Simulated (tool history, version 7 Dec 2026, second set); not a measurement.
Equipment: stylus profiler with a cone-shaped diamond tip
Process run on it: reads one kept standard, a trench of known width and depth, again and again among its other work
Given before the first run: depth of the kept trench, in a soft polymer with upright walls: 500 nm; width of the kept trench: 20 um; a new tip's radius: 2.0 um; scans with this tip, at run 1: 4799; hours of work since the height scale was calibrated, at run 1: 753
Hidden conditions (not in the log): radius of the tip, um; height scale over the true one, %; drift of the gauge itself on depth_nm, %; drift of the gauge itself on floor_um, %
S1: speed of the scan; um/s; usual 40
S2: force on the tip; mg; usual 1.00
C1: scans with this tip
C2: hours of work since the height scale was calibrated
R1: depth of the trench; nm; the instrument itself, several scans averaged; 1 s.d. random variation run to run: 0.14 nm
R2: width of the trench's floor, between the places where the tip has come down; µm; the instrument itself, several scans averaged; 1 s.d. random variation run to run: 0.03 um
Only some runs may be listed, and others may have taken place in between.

run,hour,S1,S2,C1,C2,R1,R2
1,0.0,40,1.00,4799,753,501.98,16.81
2,43.9,17,1.00,4929,773,502.29,17.02
3,130.8,89,1.00,5187,814,502.15,16.39
4,217.0,89,2.21,5442,854,504.63,16.59
5,265.4,76,1.00,5586,876,502.05,16.48
6,303.3,40,1.00,5698,894,501.95,16.76
7,342.3,40,1.00,5814,912,501.86,16.77
8,426.8,40,1.00,6064,951,501.81,16.78
9,505.0,46,1.00,6296,988,501.91,16.74
10,592.5,11,1.00,6556,1028,501.70,16.93
11,653.8,11,1.00,6737,1057,501.51,17.00
12,693.3,11,1.00,6855,1075,501.39,16.94
13,734.2,11,1.00,6976,1094,501.56,17.02
14,787.5,11,1.00,7134,1119,501.45,16.93
15,869.7,40,1.00,7377,1157,501.32,16.67
16,948.6,40,1.00,7611,1194,501.21,16.66
17,1003.8,40,1.00,7775,1220,500.94,16.66
18,1053.9,40,1.00,7924,1243,500.87,16.66
19,1143.3,79,0.88,8189,1284,500.69,16.25
20,1194.1,79,0.88,8339,1308,500.55,16.29
21,1275.4,23,1.34,8580,1346,501.76,16.87
22,1358.7,97,1.00,8827,1385,500.71,16.17
23,1415.9,35,0.75,8997,1411,499.86,16.64
24,1474.1,27,1.00,9169,1438,500.48,16.76
25,1545.0,27,1.00,9380,1471,500.52,16.76
26,1627.6,41,2.27,9624,1510,503.65,16.72
27,1684.0,74,1.00,9792,1536,500.67,16.30
28,1752.1,74,1.00,9994,1568,500.25,16.27
29,1823.3,78,0.81,10205,1601,499.68,16.18
30,1874.5,74,0.70,10356,1624,499.42,16.09
31,1948.2,67,0.76,10575,1659,499.57,16.17
32,2015.9,67,0.76,10776,1690,499.41,16.25
33,2090.4,40,2.18,10996,1725,502.56,16.63

3 options for the next run, each taken on its own from the tool as it stands now. Forecast them:
A,2146.6,16,1.41,11163,1751,?,?
B,2146.6,11,2.23,11163,1751,?,?
C,2146.6,123,0.78,11163,1751,?,?

run,R1,R2
A,500.99,16.79
B,503.00,16.79
C,499.31,15.68
With the hidden condition removed and each run's random variation left untouched, the same runs would have given:
run,R1,R2
A,505.04,17.27
B,507.07,17.27
C,503.34,16.17
